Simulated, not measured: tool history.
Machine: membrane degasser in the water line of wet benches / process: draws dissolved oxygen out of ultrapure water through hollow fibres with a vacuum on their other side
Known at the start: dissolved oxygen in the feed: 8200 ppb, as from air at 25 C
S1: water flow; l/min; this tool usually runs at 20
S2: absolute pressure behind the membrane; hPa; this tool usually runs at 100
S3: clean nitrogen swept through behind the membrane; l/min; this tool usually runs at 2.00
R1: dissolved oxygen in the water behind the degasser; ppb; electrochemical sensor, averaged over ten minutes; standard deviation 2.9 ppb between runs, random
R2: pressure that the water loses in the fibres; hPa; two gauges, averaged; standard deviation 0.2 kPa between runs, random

{"run": 1, "hour": 0.0, "S1": 20, "S2": 100, "S3": 2.0, "R1": 293.8, "R2": 428.1}
{"run": 2, "hour": 168.4, "S1": 20, "S2": 100, "S3": 2.0, "R1": 290.4, "R2": 430.1}
{"run": 3, "hour": 318.6, "S1": 20, "S2": 100, "S3": 2.0, "R1": 290.5, "R2": 429.6}
{"run": 4, "hour": 441.3, "S1": 20, "S2": 100, "S3": 2.0, "R1": 292.0, "R2": 430.0}
{"run": 5, "hour": 603.2, "S1": 20, "S2": 100, "S3": 2.0, "R1": 298.2, "R2": 427.7}
{"run": 6, "hour": 677.2, "S1": 20, "S2": 100, "S3": 2.0, "R1": 295.1, "R2": 427.4}
{"run": 7, "hour": 760.5, "S1": 20, "S2": 100, "S3": 2.0, "R1": 292.7, "R2": 426.5}
{"run": 8, "hour": 865.2, "S1": 20, "S2": 100, "S3": 1.35, "R1": 360.2, "R2": 429.4}
{"run": 9, "hour": 996.4, "S1": 19, "S2": 80, "S3": 3.32, "R1": 189.7, "R2": 405.6}
{"run": 10, "hour": 1128.6, "S1": 20, "S2": 100, "S3": 5.12, "R1": 203.4, "R2": 429.4}
{"run": 11, "hour": 1295.4, "S1": 20, "S2": 100, "S3": 5.1, "R1": 205.6, "R2": 433.4}
{"run": 12, "hour": 1386.9, "S1": 13, "S2": 67, "S3": 1.08, "R1": 156.5, "R2": 281.6}
{"run": 13, "hour": 1553.7, "S1": 17, "S2": 196, "S3": 1.08, "R1": 664.3, "R2": 366.1}
{"run": 14, "hour": 1680.0, "S1": 17, "S2": 196, "S3": 1.08, "R1": 652.2, "R2": 367.9}
{"run": 15, "hour": 1812.7, "S1": 21, "S2": 62, "S3": 2.46, "R1": 211.1, "R2": 451.1}

Removed from this log: 2 entries logged between the listed runs. Between which two listed runs does each belong, and how does the tool's hidden state at the listed run before it compare with that at the listed run after it?
From run 7 to run 8: vacuum gauge calibrated (hour 856.4)
  membrane still open, %: 99.2 -> 99.1; true pressure behind the membrane over the reading, kPa: 0.23 -> 0.33; air that leaks in behind the membrane, l/min: 0.0088 -> 0.009
  measured result minus the result with no hidden state, R1: +10.7 -> +16.3 ppb; R2: +3.5 -> +3.8 hPa
From run 14 to run 15: vacuum gauge calibrated, once more (hour 1706.6)
  membrane still open, %: 98.6 -> 98.5; true pressure behind the membrane over the reading, kPa: 0.37 -> 0; air that leaks in behind the membrane, l/min: 0.0104 -> 0.0106
  measured result minus the result with no hidden state, R1: +22.0 -> +9.4 ppb; R2: +5.1 -> +6.7 hPa
